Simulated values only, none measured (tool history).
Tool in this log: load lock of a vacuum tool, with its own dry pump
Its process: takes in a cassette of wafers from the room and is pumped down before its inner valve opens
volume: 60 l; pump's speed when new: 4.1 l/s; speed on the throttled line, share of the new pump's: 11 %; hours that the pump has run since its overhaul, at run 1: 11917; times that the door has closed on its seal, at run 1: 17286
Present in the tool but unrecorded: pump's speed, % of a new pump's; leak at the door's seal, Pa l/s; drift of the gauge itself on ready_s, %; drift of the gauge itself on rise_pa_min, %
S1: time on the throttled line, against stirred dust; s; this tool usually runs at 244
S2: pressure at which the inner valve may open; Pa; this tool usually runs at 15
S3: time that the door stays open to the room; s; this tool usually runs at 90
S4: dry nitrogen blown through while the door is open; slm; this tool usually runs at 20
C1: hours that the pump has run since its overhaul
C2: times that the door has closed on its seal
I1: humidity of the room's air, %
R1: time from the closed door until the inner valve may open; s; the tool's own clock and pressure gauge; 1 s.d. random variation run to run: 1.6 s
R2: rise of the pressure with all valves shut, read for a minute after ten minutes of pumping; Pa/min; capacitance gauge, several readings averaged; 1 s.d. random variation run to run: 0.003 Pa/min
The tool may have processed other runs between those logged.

{"run": 1, "hour": 0.0, "S1": 244, "S2": 15, "S3": 90, "S4": 20, "C1": 11917, "C2": 17286, "I1": 46.7, "R1": 352.6, "R2": 0.139}
{"run": 2, "hour": 130.9, "S1": 244, "S2": 15, "S3": 90, "S4": 20, "C1": 12048, "C2": 17924, "I1": 43.2, "R1": 352.0, "R2": 0.134}
{"run": 3, "hour": 367.4, "S1": 244, "S2": 15, "S3": 90, "S4": 20, "C1": 12284, "C2": 19077, "I1": 44.5, "R1": 353.6, "R2": 0.138}
{"run": 4, "hour": 617.2, "S1": 244, "S2": 15, "S3": 78, "S4": 20, "C1": 12534, "C2": 20294, "I1": 44.1, "R1": 353.7, "R2": 0.145}
{"run": 5, "hour": 794.7, "S1": 244, "S2": 15, "S3": 78, "S4": 20, "C1": 12712, "C2": 21160, "I1": 49.6, "R1": 353.6, "R2": 0.155}
{"run": 6, "hour": 972.6, "S1": 244, "S2": 15, "S3": 27, "S4": 20, "C1": 12890, "C2": 22027, "I1": 47.0, "R1": 351.5, "R2": 0.139}
{"run": 7, "hour": 1213.9, "S1": 244, "S2": 24, "S3": 90, "S4": 20, "C1": 13131, "C2": 23203, "I1": 45.1, "R1": 346.5, "R2": 0.17}
{"run": 8, "hour": 1389.2, "S1": 244, "S2": 15, "S3": 90, "S4": 20, "C1": 13306, "C2": 24057, "I1": 44.1, "R1": 353.0, "R2": 0.175}
{"run": 9, "hour": 1580.1, "S1": 244, "S2": 15, "S3": 90, "S4": 20, "C1": 13497, "C2": 24988, "I1": 45.1, "R1": 351.6, "R2": 0.187}
{"run": 10, "hour": 1819.4, "S1": 244, "S2": 15, "S3": 90, "S4": 20, "C1": 13736, "C2": 26155, "I1": 42.8, "R1": 353.5, "R2": 0.194}
{"run": 11, "hour": 1992.4, "S1": 244, "S2": 15, "S3": 90, "S4": 20, "C1": 13909, "C2": 26998, "I1": 47.3, "R1": 354.7, "R2": 0.203}
{"run": 12, "hour": 2158.1, "S1": 262, "S2": 15, "S3": 90, "S4": 20, "C1": 14075, "C2": 27806, "I1": 45.2, "R1": 372.2, "R2": 0.206}
{"run": 13, "hour": 2363.5, "S1": 262, "S2": 15, "S3": 90, "S4": 20, "C1": 14280, "C2": 28807, "I1": 40.3, "R1": 370.2, "R2": 0.212}
{"run": 14, "hour": 2589.3, "S1": 273, "S2": 16, "S3": 90, "S4": 20, "C1": 14506, "C2": 29907, "I1": 48.3, "R1": 378.9, "R2": 0.23}
{"run": 15, "hour": 2816.7, "S1": 324, "S2": 15, "S3": 90, "S4": 11, "C1": 14734, "C2": 31016, "I1": 46.7, "R1": 425.9, "R2": 0.252}

Alternative continuations, all from the tool just after run 15; predict every row:
{"run": "A", "hour": 2992.0, "S1": 482, "S2": 15, "S3": 90, "S4": 23, "C1": 14909, "C2": 31871, "I1": 44.9, "R1": "?", "R2": "?"}
{"run": "B", "hour": 2992.0, "S1": 131, "S2": 23, "S3": 49, "S4": 20, "C1": 14909, "C2": 31871, "I1": 43.7, "R1": "?", "R2": "?"}
{"run": "C", "hour": 2992.0, "S1": 244, "S2": 15, "S3": 119, "S4": 20, "C1": 14909, "C2": 31871, "I1": 44.8, "R1": "?", "R2": "?"}

run=A R1=563.4 R2=0.239
run=B R1=248.6 R2=0.229
run=C R1=353.8 R2=0.260
Take away the tool's hidden state, keep each run's random variation, and the runs would have read:
run=A R1=556.5 R2=0.039
run=B R1=238.3 R2=0.032
run=C R1=344.4 R2=0.059
